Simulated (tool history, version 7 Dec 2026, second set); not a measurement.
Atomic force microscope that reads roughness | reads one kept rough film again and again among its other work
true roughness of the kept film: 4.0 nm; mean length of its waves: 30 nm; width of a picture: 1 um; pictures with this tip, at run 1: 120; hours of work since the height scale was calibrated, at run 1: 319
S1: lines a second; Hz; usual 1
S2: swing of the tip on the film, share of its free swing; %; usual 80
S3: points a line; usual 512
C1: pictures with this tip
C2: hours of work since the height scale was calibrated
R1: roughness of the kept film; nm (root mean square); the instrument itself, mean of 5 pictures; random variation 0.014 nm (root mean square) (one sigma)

Run 1, hour 0: usual settings; C1 120; C2 319. Result: R1 3.052 nm (root mean square).
At hour 16.3: new tip fitted.
Run 2, hour 16.3: usual settings; C1 0; C2 330. Result: R1 3.422 nm (root mean square).
Run 3, hour 34.2: usual settings; C1 34; C2 342. Result: R1 3.316 nm (root mean square).
Run 4, hour 59: usual settings; C1 81; C2 359. Result: R1 3.147 nm (root mean square).
Run 5, hour 74.3: usual settings but S2 59 %; C1 110; C2 370. Result: R1 3.147 nm (root mean square).
Run 6, hour 92.5: usual settings but S1 0.81 Hz, S2 59 %; C1 144; C2 383. Result: R1 3.064 nm (root mean square).
At hour 94.4: new tip fitted.
Run 7, hour 115: usual settings but S3 543; C1 39; C2 398. Result: R1 3.269 nm (root mean square).
Run 8, hour 137.6: usual settings; C1 82; C2 413. Result: R1 3.104 nm (root mean square).
Run 9, hour 165.6: usual settings; C1 135; C2 433. Result: R1 2.98 nm (root mean square).
At hour 174.1: new tip fitted.
Run 10, hour 189.3: usual settings; C1 29; C2 449. Result: R1 3.338 nm (root mean square).
Run 11, hour 208.3: usual settings but S2 87 %; C1 65; C2 462. Result: R1 3.178 nm (root mean square).
Run 12, hour 229.1: usual settings but S1 2.08 Hz; C1 105; C2 476. Result: R1 2.991 nm (root mean square).
Run 13, hour 242.9: usual settings but S1 2.08 Hz; C1 131; C2 486. Result: R1 2.944 nm (root mean square).
At hour 251.8: new tip fitted.
Run 14, hour 271: usual settings; C1 36; C2 505. Result: R1 3.306 nm (root mean square).
Run 15, hour 298.8: usual settings; C1 89; C2 524. Result: R1 3.13 nm (root mean square).
Run 16, hour 328.4: usual settings but S3 758; C1 146; C2 544. Result: R1 2.974 nm (root mean square).
At hour 330.9: new tip fitted.
Run 17, hour 349.9: usual settings but S3 758; C1 36; C2 559. Result: R1 3.288 nm (root mean square).
Run 18, hour 367.2: usual settings but S1 3.23 Hz, S3 758; C1 69; C2 571. Result: R1 2.994 nm (root mean square).
At hour 370.9: height scale calibrated on a step standard.
Run 19, hour 386.4: usual settings but S3 836; C1 104; C2 11. Result: R1 3.069 nm (root mean square).
Run 20, hour 406.1: usual settings but S3 836; C1 141; C2 24. Result: R1 2.994 nm (root mean square).
At hour 410.7: new tip fitted.
Run 21, hour 429.4: usual settings but S3 836; C1 36; C2 40. Result: R1 3.303 nm (root mean square).
Run 22, hour 456.2: usual settings but S3 836; C1 87; C2 58. Result: R1 3.114 nm (root mean square).
At hour 477.4: height scale calibrated on a step standard, once more.
Run 23, hour 477.4: usual settings but S1 0.81 Hz, S2 70 %, S3 879; C1 125; C2 0. Result: R1 3.092 nm (root mean square).
At hour 489.4: new tip fitted.
Run 24, hour 496.4: usual settings but S1 0.9 Hz, S2 77 %, S3 946; C1 13; C2 13. Result: R1 3.427 nm (root mean square).
Run 25, hour 520.3: usual settings but S1 0.9 Hz, S2 77 %, S3 946; C1 59; C2 29. Result: R1 3.263 nm (root mean square).
Run 26, hour 549.5: usual settings but S1 3.41 Hz, S2 79 %, S3 952; C1 114; C2 49. Result: R1 2.892 nm (root mean square).
Run 27, hour 566.4: usual settings but S1 0.78 Hz, S2 86 %, S3 961; C1 146; C2 61. Result: R1 2.964 nm (root mean square).
At hour 569.7: new tip fitted.
Run 28, hour 587.2: usual settings but S1 3.08 Hz, S2 86 %, S3 961; C1 34; C2 75. Result: R1 3.04 nm (root mean square).
Run 29, hour 599.3: usual settings but S1 3.08 Hz, S2 72 %, S3 816; C1 57; C2 83. Result: R1 3.126 nm (root mean square).
Run 30, hour 623.9: usual settings but S3 712; C1 103; C2 100. Result: R1 3.098 nm (root mean square).

How the hidden state differs across the entries between the runs, from the last listed run before each to the first after it:
Between runs 1 and 2: new tip fitted (hour 16.3)
  radius of the tip, nm: 15.3 -> 7.3; height scale over the true one, %: -0.37 -> -0.39
  measured less the result without the state, R1: -0.41 -> -0.028 nm (root mean square)
Between runs 6 and 7: new tip fitted (hour 94.4)
  radius of the tip, nm: 16.3 -> 10.5; height scale over the true one, %: -0.46 -> -0.48
  measured less the result without the state, R1: -0.463 -> -0.198 nm (root mean square)
Between runs 9 and 10: new tip fitted (hour 174.1)
  radius of the tip, nm: 16.8 -> 9; height scale over the true one, %: -0.53 -> -0.55
  measured less the result without the state, R1: -0.472 -> -0.122 nm (root mean square)
Between runs 13 and 14: new tip fitted (hour 251.8)
  radius of the tip, nm: 15.7 -> 9.5; height scale over the true one, %: -0.61 -> -0.63
  measured less the result without the state, R1: -0.422 -> -0.152 nm (root mean square)
Between runs 16 and 17: new tip fitted (hour 330.9)
  radius of the tip, nm: 16.8 -> 9.8; height scale over the true one, %: -0.69 -> -0.71
  measured less the result without the state, R1: -0.48 -> -0.17 nm (root mean square)
Between runs 18 and 19: height scale calibrated on a step standard (hour 370.9)
  radius of the tip, nm: 12 -> 14.3; height scale over the true one, %: -0.72 -> -1.15
  measured less the result without the state, R1: -0.259 -> -0.388 nm (root mean square)
Between runs 20 and 21: new tip fitted (hour 410.7)
  radius of the tip, nm: 16.5 -> 9.6; height scale over the true one, %: -1.17 -> -1.19
  measured less the result without the state, R1: -0.485 -> -0.176 nm (root mean square)
Between runs 22 and 23: height scale calibrated on a step standard, once more (hour 477.4)
  radius of the tip, nm: 13.1 -> 15.7; height scale over the true one, %: -1.22 -> 0.06
  measured less the result without the state, R1: -0.34 -> -0.417 nm (root mean square)
Between runs 23 and 24: new tip fitted (hour 489.4)
  radius of the tip, nm: 15.7 -> 8; height scale over the true one, %: 0.06 -> 0.05
  measured less the result without the state, R1: -0.417 -> -0.052 nm (root mean square)
Between runs 27 and 28: new tip fitted (hour 569.7)
  radius of the tip, nm: 17 -> 9.9; height scale over the true one, %: -0.02 -> -0.04
  measured less the result without the state, R1: -0.464 -> -0.137 nm (root mean square)
